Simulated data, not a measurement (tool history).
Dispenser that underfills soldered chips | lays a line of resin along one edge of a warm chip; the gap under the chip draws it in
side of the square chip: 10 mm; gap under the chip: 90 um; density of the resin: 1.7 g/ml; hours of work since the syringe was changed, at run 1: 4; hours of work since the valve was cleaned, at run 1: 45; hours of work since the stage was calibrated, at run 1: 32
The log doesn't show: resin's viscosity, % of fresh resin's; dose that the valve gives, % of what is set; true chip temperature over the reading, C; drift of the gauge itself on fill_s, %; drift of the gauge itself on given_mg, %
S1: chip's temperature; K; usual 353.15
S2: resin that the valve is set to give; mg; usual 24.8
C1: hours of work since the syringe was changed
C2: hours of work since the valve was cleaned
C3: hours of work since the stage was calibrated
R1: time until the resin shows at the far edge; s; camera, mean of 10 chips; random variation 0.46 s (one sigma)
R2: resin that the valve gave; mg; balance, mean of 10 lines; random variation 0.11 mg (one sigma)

run 1 hour=0 | S1=353.15 S2=24.8 | C1=4 C2=45 C3=32 | R1=43 R2=24.53
run 2 hour=2 | S1=342.15 S2=24.8 | C1=5 C2=46 C3=33 | R1=73.4 R2=24.37
run 3 hour=5.3 | S1=353.15 S2=24.8 | C1=7 C2=49 C3=36 | R1=52.1 R2=24.37
run 4 hour=8.9 | S1=353.15 S2=24.8 | C1=10 C2=51 C3=38 | R1=59.5 R2=24.52
-- hour=11 new syringe of resin
run 5 hour=13.4 | S1=353.15 S2=24.8 | C1=2 C2=54 C3=41 | R1=38.4 R2=24.43
run 6 hour=16.5 | S1=353.15 S2=24.8 | C1=4 C2=56 C3=43 | R1=42.4 R2=24.35
run 7 hour=18.7 | S1=353.15 S2=24.8 | C1=5 C2=58 C3=45 | R1=46.9 R2=24.29
run 8 hour=21 | S1=353.15 S2=24.8 | C1=7 C2=59 C3=46 | R1=50.8 R2=24.31
run 9 hour=23.2 | S1=353.15 S2=24.8 | C1=8 C2=61 C3=48 | R1=54.3 R2=24.23
run 10 hour=26.1 | S1=353.15 S2=24.8 | C1=10 C2=63 C3=50 | R1=60.7 R2=24.28
-- hour=27.2 new syringe of resin
run 11 hour=30.2 | S1=353.15 S2=24.8 | C1=2 C2=65 C3=52 | R1=40.1 R2=24.13
run 12 hour=34.4 | S1=353.15 S2=24.8 | C1=5 C2=68 C3=55 | R1=46.6 R2=24.25
run 13 hour=37.3 | S1=353.15 S2=24.8 | C1=7 C2=70 C3=57 | R1=50.3 R2=24.12
run 14 hour=40.9 | S1=353.15 S2=24.8 | C1=9 C2=73 C3=60 | R1=58.2 R2=24.18
-- hour=43.1 new syringe of resin
run 15 hour=43.4 | S1=353.15 S2=24.8 | C1=0 C2=74 C3=61 | R1=35.6 R2=24.29
run 16 hour=47.8 | S1=353.15 S2=24.8 | C1=3 C2=77 C3=64 | R1=41.1 R2=24
run 17 hour=51.4 | S1=353.15 S2=24.8 | C1=6 C2=80 C3=67 | R1=47.8 R2=24.1
run 18 hour=54.1 | S1=353.15 S2=24.8 | C1=8 C2=82 C3=69 | R1=52.4 R2=24.06
run 19 hour=57.5 | S1=353.15 S2=24.8 | C1=10 C2=84 C3=71 | R1=58.7 R2=24.04
-- hour=59.1 new syringe of resin
run 20 hour=60.7 | S1=346.15 S2=24.1 | C1=1 C2=86 C3=73 | R1=50.5 R2=23.3
run 21 hour=64.3 | S1=353.15 S2=26.2 | C1=4 C2=89 C3=76 | R1=42.8 R2=25.38
run 22 hour=67.1 | S1=362.15 S2=31.2 | C1=6 C2=91 C3=78 | R1=32.7 R2=30.23
run 23 hour=71 | S1=358.15 S2=22.9 | C1=8 C2=93 C3=80 | R1=45.3 R2=22.07
run 24 hour=73.8 | S1=358.15 S2=25.7 | C1=10 C2=95 C3=82 | R1=49.7 R2=24.82
-- hour=75.1 new syringe of resin
run 25 hour=76.6 | S1=358.15 S2=25.7 | C1=1 C2=97 C3=84 | R1=31.9 R2=24.78
run 26 hour=78.5 | S1=351.15 S2=22.5 | C1=2 C2=98 C3=85 | R1=45.7 R2=21.6
run 27 hour=81.8 | S1=351.15 S2=22.5 | C1=5 C2=100 C3=87 | R1=51.9 R2=21.78
run 28 hour=85.8 | S1=353.15 S2=25.7 | C1=7 C2=103 C3=90 | R1=53.3 R2=24.73
run 29 hour=89 | S1=342.15 S2=28.4 | C1=10 C2=105 C3=92 | R1=92.8 R2=27.23
-- hour=91.2 new syringe of resin
run 30 hour=93.5 | S1=342.15 S2=28.4 | C1=2 C2=108 C3=95 | R1=62.5 R2=27.33
run 31 hour=95.5 | S1=349.15 S2=24.8 | C1=3 C2=110 C3=97 | R1=50.1 R2=23.75
run 32 hour=97.6 | S1=355.15 S2=31.5 | C1=4 C2=111 C3=98 | R1=40.9 R2=30.49
run 33 hour=101.3 | S1=344.15 S2=29.9 | C1=7 C2=114 C3=101 | R1=73.4 R2=28.74
run 34 hour=103.7 | S1=362.15 S2=24.8 | C1=9 C2=115 C3=102 | R1=38.9 R2=23.73
run 35 hour=105.8 | S1=362.15 S2=24.8 | C1=10 C2=117 C3=104 | R1=42.1 R2=23.84

Forecast each of these 4 alternatives for the next run:
-- hour=107.1 new syringe of resin
run A hour=109.3 | S1=353.15 S2=23.2 | C1=1 C2=119 C3=106 | R1=? R2=?
-- hour=107.1 new syringe of resin
run B hour=109.3 | S1=363.15 S2=22.5 | C1=1 C2=119 C3=106 | R1=? R2=?
-- hour=107.1 new syringe of resin
run C hour=109.3 | S1=362.15 S2=31 | C1=1 C2=119 C3=106 | R1=? R2=?
-- hour=107.1 new syringe of resin
run D hour=109.3 | S1=355.15 S2=24.8 | C1=1 C2=119 C3=106 | R1=? R2=?

run=A R1=38 R2=22.34
run=B R1=26.1 R2=21.49
run=C R1=26.2 R2=29.74
run=D R1=34.9 R2=23.76
Without the tool's hidden state the same runs would have given:
run=A R1=34.5 R2=23.32
run=B R1=23.8 R2=22.44
run=C R1=24 R2=31.04
run=D R1=31.8 R2=24.8
